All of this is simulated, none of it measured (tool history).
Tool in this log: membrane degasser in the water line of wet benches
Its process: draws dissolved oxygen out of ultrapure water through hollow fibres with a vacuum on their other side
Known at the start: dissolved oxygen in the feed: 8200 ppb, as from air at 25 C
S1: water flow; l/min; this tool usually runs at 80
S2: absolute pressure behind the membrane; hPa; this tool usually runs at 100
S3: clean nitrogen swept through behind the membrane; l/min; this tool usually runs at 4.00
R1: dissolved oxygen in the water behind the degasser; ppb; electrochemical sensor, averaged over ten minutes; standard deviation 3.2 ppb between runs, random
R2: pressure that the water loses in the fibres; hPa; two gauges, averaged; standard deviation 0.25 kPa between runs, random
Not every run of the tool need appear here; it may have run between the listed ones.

| run | day | S1 | S2 | S3 | R1 | R2 |
|---|---|---|---|---|---|---|
| 1 | 0.000 | 80 | 100 | 4.00 | 330.7 | 687.1 |
| 2 | 3.258 | 80 | 156 | 4.00 | 558.1 | 689.5 |
| 3 | 9.942 | 80 | 156 | 4.00 | 554.7 | 688.5 |
| 4 | 14.750 | 80 | 156 | 4.00 | 554.7 | 690.7 |
| 5 | 20.733 | 80 | 156 | 4.00 | 555.7 | 691.8 |
| 6 | 25.150 | 80 | 156 | 4.00 | 560.1 | 686.3 |
| 7 | 28.338 | 80 | 156 | 4.00 | 558.4 | 690.9 |
|  | 32.867 | vacuum gauge calibrated |
| 8 | 35.375 | 80 | 100 | 4.00 | 338.1 | 694.3 |
| 9 | 41.100 | 80 | 100 | 4.00 | 334.5 | 691.3 |
| 10 | 47.179 | 80 | 100 | 4.00 | 336.3 | 692.1 |
| 11 | 51.867 | 80 | 100 | 4.00 | 332.1 | 696.0 |
|  | 54.146 | vacuum gauge calibrated, once more |
| 12 | 59.600 | 80 | 221 | 4.00 | 804.5 | 693.3 |
| 13 | 63.962 | 80 | 240 | 4.00 | 866.5 | 694.0 |
| 14 | 70.600 | 80 | 240 | 4.00 | 870.9 | 698.7 |
| 15 | 74.354 | 80 | 240 | 4.00 | 874.7 | 694.6 |
| 16 | 78.100 | 80 | 100 | 3.58 | 353.4 | 695.9 |
| 17 | 84.962 | 88 | 100 | 8.09 | 207.4 | 764.4 |
| 18 | 91.796 | 106 | 131 | 2.14 | 899.1 | 917.7 |
| 19 | 96.662 | 108 | 64 | 9.02 | 144.2 | 943.0 |
| 20 | 101.925 | 108 | 64 | 9.02 | 145.3 | 944.9 |
| 21 | 105.088 | 114 | 174 | 10.09 | 421.1 | 991.6 |
| 22 | 109.512 | 114 | 145 | 10.09 | 354.0 | 998.0 |
| 23 | 114.429 | 80 | 72 | 4.00 | 207.7 | 697.2 |
| 24 | 120.358 | 80 | 62 | 4.00 | 162.4 | 701.3 |
| 25 | 126.225 | 113 | 62 | 11.54 | 134.2 | 991.7 |
| 26 | 133.742 | 70 | 175 | 11.30 | 231.0 | 612.8 |
| 27 | 138.242 | 70 | 175 | 11.30 | 227.3 | 610.8 |
| 28 | 142.075 | 117 | 72 | 4.00 | 313.0 | 1024.1 |
| 29 | 148.700 | 60 | 200 | 9.90 | 256.0 | 525.7 |
| 30 | 151.950 | 80 | 200 | 8.64 | 384.7 | 702.0 |
| 31 | 158.479 | 80 | 200 | 8.64 | 387.4 | 701.6 |

Consider 3 possible next runs. They are alternatives, not a sequence: every one starts from the tool as it was left by run 31. What does each give?
| A | 165.362 | 80 | 245 | 8.64 | ? | ? |
| B | 165.362 | 80 | 226 | 8.64 | ? | ? |
| C | 165.362 | 72 | 100 | 3.41 | ? | ? |

| run | R1 | R2 |
|---|---|---|
| A | 471.3 | 708.2 |
| B | 433.2 | 705.4 |
| C | 340.4 | 636.1 |
Without the tool's unlogged condition, the same runs would have read:
| run | R1 | R2 |
|---|---|---|
| A | 458.9 | 671.4 |
| B | 421.0 | 668.8 |
| C | 327.4 | 603.0 |

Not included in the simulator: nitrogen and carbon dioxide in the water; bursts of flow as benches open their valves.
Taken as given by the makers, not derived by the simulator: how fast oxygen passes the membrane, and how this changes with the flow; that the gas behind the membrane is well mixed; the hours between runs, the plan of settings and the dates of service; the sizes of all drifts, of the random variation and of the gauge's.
